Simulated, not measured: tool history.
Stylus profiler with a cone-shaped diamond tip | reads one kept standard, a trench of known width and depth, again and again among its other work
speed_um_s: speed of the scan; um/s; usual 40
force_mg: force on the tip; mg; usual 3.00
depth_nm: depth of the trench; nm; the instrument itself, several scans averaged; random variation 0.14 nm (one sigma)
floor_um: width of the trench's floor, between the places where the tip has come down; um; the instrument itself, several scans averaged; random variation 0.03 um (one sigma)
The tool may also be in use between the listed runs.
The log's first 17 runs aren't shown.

run	day	speed_um_s	force_mg	depth_nm	floor_um
18	11.229	40	3.17	508.82	96.84
19	11.900	34	1.78	505.99	96.87
20	12.321	34	1.78	506.31	96.88
21	12.888	34	1.78	506.14	96.84
# day 13.592: height scale calibrated on a step standard, once more
22	13.729	31	1.69	505.67	96.85
23	14.612	73	7.79	515.67	96.84
24	15.392	132	2.13	506.75	96.19
25	16.046	71	7.72	515.85	96.82
26	16.812	50	4.41	510.63	96.75
27	17.500	18	1.58	505.33	96.88
28	18.471	16	8.47	516.86	96.95
29	19.258	16	8.47	517.11	96.91
30	19.654	16	8.47	517.16	96.94
31	20.238	16	8.47	516.79	96.93
32	21.033	68	3.05	508.66	96.56
33	21.871	32	4.26	510.60	96.80
34	22.488	32	4.26	510.72	96.78
35	23.042	116	6.64	514.37	96.52
36	23.821	67	4.12	510.64	96.63

3 ways to go on from here, each from the tool as it stands after run 36. What would each give?
A	24.588	40	8.96	?	?
B	24.588	12	3.00	?	?
C	24.588	134	1.92	?	?

run	depth_nm	floor_um
A	517.82	96.84
B	508.65	96.86
C	506.38	95.96
Without the tool's hidden state the same runs would have given:
run	depth_nm	floor_um
A	517.63	97.28
B	508.46	97.30
C	506.19	96.40
